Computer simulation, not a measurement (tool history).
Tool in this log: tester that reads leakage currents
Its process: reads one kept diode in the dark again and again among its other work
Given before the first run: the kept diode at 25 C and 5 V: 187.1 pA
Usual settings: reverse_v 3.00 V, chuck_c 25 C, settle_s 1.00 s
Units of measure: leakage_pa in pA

{"run": 1, "day": 0.0, "reverse_v": 3.0, "chuck_c": 25, "settle_s": 1.0, "leakage_pa": 144.66}
{"run": 2, "day": 2.696, "reverse_v": 3.0, "chuck_c": 25, "settle_s": 1.0, "leakage_pa": 143.17}
{"run": 3, "day": 6.696, "reverse_v": 3.0, "chuck_c": 25, "settle_s": 1.0, "leakage_pa": 143.43}
{"run": 4, "day": 10.204, "reverse_v": 3.0, "chuck_c": 25, "settle_s": 1.0, "leakage_pa": 142.79}
{"day": 12.312, "done": "probe card cleaned and baked"}
{"run": 5, "day": 15.262, "reverse_v": 3.0, "chuck_c": 25, "settle_s": 1.0, "leakage_pa": 136.38}
{"run": 6, "day": 18.783, "reverse_v": 3.0, "chuck_c": 25, "settle_s": 1.0, "leakage_pa": 136.24}
{"run": 7, "day": 21.479, "reverse_v": 3.0, "chuck_c": 25, "settle_s": 1.0, "leakage_pa": 135.7}
{"run": 8, "day": 25.85, "reverse_v": 3.0, "chuck_c": 25, "settle_s": 1.29, "leakage_pa": 135.48}
{"run": 9, "day": 28.546, "reverse_v": 3.0, "chuck_c": 25, "settle_s": 1.29, "leakage_pa": 134.29}
{"run": 10, "day": 31.062, "reverse_v": 3.0, "chuck_c": 25, "settle_s": 1.0, "leakage_pa": 134.67}
{"run": 11, "day": 34.925, "reverse_v": 3.0, "chuck_c": 25, "settle_s": 1.0, "leakage_pa": 135.04}
{"run": 12, "day": 39.092, "reverse_v": 4.0, "chuck_c": 25, "settle_s": 1.0, "leakage_pa": 157.22}
{"run": 13, "day": 41.858, "reverse_v": 3.0, "chuck_c": 44, "settle_s": 1.0, "leakage_pa": 745.31}
{"run": 14, "day": 46.2, "reverse_v": 3.0, "chuck_c": 34, "settle_s": 1.0, "leakage_pa": 306.83}
{"run": 15, "day": 49.683, "reverse_v": 3.0, "chuck_c": 34, "settle_s": 1.0, "leakage_pa": 306.03}
{"run": 16, "day": 54.246, "reverse_v": 3.0, "chuck_c": 33, "settle_s": 1.0, "leakage_pa": 279.71}
{"run": 17, "day": 57.871, "reverse_v": 3.0, "chuck_c": 25, "settle_s": 1.0, "leakage_pa": 131.72}
{"run": 18, "day": 62.6, "reverse_v": 3.0, "chuck_c": 25, "settle_s": 1.0, "leakage_pa": 132.26}
{"run": 19, "day": 66.738, "reverse_v": 3.0, "chuck_c": 25, "settle_s": 1.0, "leakage_pa": 131.48}
{"run": 20, "day": 69.954, "reverse_v": 3.0, "chuck_c": 25, "settle_s": 1.0, "leakage_pa": 131.32}
{"run": 21, "day": 72.212, "reverse_v": 3.0, "chuck_c": 25, "settle_s": 1.0, "leakage_pa": 131.17}
{"run": 22, "day": 75.183, "reverse_v": 3.0, "chuck_c": 51, "settle_s": 1.0, "leakage_pa": 1294.36}
{"run": 23, "day": 78.488, "reverse_v": 3.0, "chuck_c": 51, "settle_s": 1.0, "leakage_pa": 1289.91}
{"run": 24, "day": 83.021, "reverse_v": 3.0, "chuck_c": 25, "settle_s": 3.63, "leakage_pa": 130.22}
{"run": 25, "day": 87.15, "reverse_v": 1.69, "chuck_c": 26, "settle_s": 1.0, "leakage_pa": 103.41}
{"run": 26, "day": 89.312, "reverse_v": 1.69, "chuck_c": 26, "settle_s": 1.0, "leakage_pa": 103.05}
{"run": 27, "day": 92.183, "reverse_v": 5.04, "chuck_c": 25, "settle_s": 0.92, "leakage_pa": 172.92}
{"run": 28, "day": 94.425, "reverse_v": 1.97, "chuck_c": 22, "settle_s": 0.31, "leakage_pa": 77.33}
{"run": 29, "day": 98.138, "reverse_v": 11.65, "chuck_c": 39, "settle_s": 1.03, "leakage_pa": 961.92}
{"run": 30, "day": 101.35, "reverse_v": 11.65, "chuck_c": 39, "settle_s": 1.03, "leakage_pa": 953.51}
{"day": 103.696, "done": "probe card cleaned and baked"}
{"run": 31, "day": 104.858, "reverse_v": 14.18, "chuck_c": 51, "settle_s": 1.0, "leakage_pa": 2879.63}
{"run": 32, "day": 108.408, "reverse_v": 15.79, "chuck_c": 51, "settle_s": 0.75, "leakage_pa": 3031.45}
{"run": 33, "day": 111.421, "reverse_v": 15.79, "chuck_c": 51, "settle_s": 0.75, "leakage_pa": 3022.24}
{"run": 34, "day": 114.358, "reverse_v": 4.09, "chuck_c": 51, "settle_s": 0.6, "leakage_pa": 1466.73}
{"run": 35, "day": 116.938, "reverse_v": 1.21, "chuck_c": 23, "settle_s": 1.27, "leakage_pa": 60.51}
{"run": 36, "day": 121.367, "reverse_v": 3.16, "chuck_c": 25, "settle_s": 1.0, "leakage_pa": 123.21}
{"run": 37, "day": 124.896, "reverse_v": 7.43, "chuck_c": 33, "settle_s": 4.31, "leakage_pa": 415.7}
{"run": 38, "day": 127.825, "reverse_v": 6.18, "chuck_c": 33, "settle_s": 5.16, "leakage_pa": 373.96}
{"run": 39, "day": 130.896, "reverse_v": 6.18, "chuck_c": 58, "settle_s": 5.16, "leakage_pa": 3132.04}

What if the next run were any one of these 3? Each begins from the tool's condition after run 39:
{"run": "A", "day": 134.329, "reverse_v": 9.32, "chuck_c": 49, "settle_s": 5.16, "leakage_pa": "?"}
{"run": "B", "day": 134.329, "reverse_v": 14.36, "chuck_c": 22, "settle_s": 4.5, "leakage_pa": "?"}
{"run": "C", "day": 134.329, "reverse_v": 1.85, "chuck_c": 58, "settle_s": 5.16, "leakage_pa": "?"}

run=A leakage_pa=1883.58
run=B leakage_pa=210.80
run=C leakage_pa=1640.10
With the hidden condition removed and each run's random variation left untouched, the same runs would have given:
run=A leakage_pa=2221.93
run=B leakage_pa=245.82
run=C leakage_pa=1921.07
